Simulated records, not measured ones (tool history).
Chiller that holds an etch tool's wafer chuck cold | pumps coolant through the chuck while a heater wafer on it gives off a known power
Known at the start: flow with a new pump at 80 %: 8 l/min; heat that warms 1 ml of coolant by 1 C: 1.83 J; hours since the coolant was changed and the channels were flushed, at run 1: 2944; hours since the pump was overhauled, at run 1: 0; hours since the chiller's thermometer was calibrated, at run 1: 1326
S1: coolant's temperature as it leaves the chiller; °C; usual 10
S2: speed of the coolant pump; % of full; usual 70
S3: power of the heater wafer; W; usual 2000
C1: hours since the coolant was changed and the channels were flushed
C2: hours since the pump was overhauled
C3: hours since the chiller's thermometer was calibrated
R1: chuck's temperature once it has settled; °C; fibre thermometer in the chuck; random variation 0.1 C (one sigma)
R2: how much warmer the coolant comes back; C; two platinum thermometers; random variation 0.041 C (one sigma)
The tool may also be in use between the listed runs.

run	hour	S1	S2	S3	C1	C2	C3	R1	R2
1	0	10	70	2000	2944	0	1326	25.8	9.3
2	123.1	10	70	2000	3067	123	1449	25.6	9.35
3	202.7	10	70	2000	3147	203	1528	25.8	9.32
4	324.1	10	70	2000	3268	324	1650	25.8	9.34
5	481.6	10	79	2000	3426	482	1807	24	8.29
# hour 572.8: coolant changed, channels flushed
6	650.4	10	79	2000	78	644	1970	24.1	8.29
# hour 706.1: chiller's thermometer calibrated
7	743.4	10	79	2000	170	736	37	24	8.27
8	870.1	10	79	2000	296	863	164	23.8	8.34
9	954.6	10	79	2000	381	948	248	23.9	8.18
10	1072.6	10	79	2000	499	1066	366	24	8.29
11	1185.7	10	70	2000	612	1179	480	25.7	9.33
12	1307.3	16	70	2000	733	1300	601	32	9.36
13	1428.8	16	70	2000	855	1422	723	31.7	9.34
14	1573.9	16	70	2000	1000	1567	868	31.6	9.28
15	1738.8	2	70	2000	1165	1732	1033	17.7	9.37
16	1833.4	0	70	2000	1260	1826	1127	15.7	9.33
17	1946.7	0	70	2664	1373	1940	1241	20.9	12.43
18	2100.3	0	70	2664	1526	2093	1394	21	12.46
19	2256.2	10	96	2862	1682	2249	1550	26.7	9.82
20	2412.9	4	96	1290	1839	2406	1707	11.5	4.41
21	2572.1	13	70	1992	1998	2565	1866	28.7	9.32
# hour 2730.1: chiller's thermometer calibrated
22	2753.4	2	61	2000	2179	2745	23	19.9	10.8
23	2856.7	2	61	2000	2282	2849	127	19.8	10.72
24	2961.3	2	61	2000	2386	2953	231	19.6	10.75
25	3043.7	2	61	2000	2469	3036	314	20	10.67
26	3137.3	10	70	2209	2562	3129	407	27.3	10.4
27	3246.6	10	79	2252	2672	3239	516	25.6	9.28
28	3411	10	79	2252	2836	3403	681	25.6	9.31
29	3522	10	79	2252	2947	3514	792	25.9	9.31
30	3607.2	11	79	2979	3032	3599	877	32	12.42
31	3750.4	11	72	2155	3176	3742	1020	27.7	9.77

Hidden state at the last listed run before each entry between runs and at the first one after, where it differs:
Between runs 5 and 6: coolant changed, channels flushed (hour 572.8)
  heat passed by the chuck's channels, % of clean ones': 99.9 -> 100
Between runs 6 and 7: chiller's thermometer calibrated (hour 706.1)
  no hidden state differs between the two runs
Between runs 21 and 22: chiller's thermometer calibrated (hour 2730.1)
  no hidden state differs between the two runs
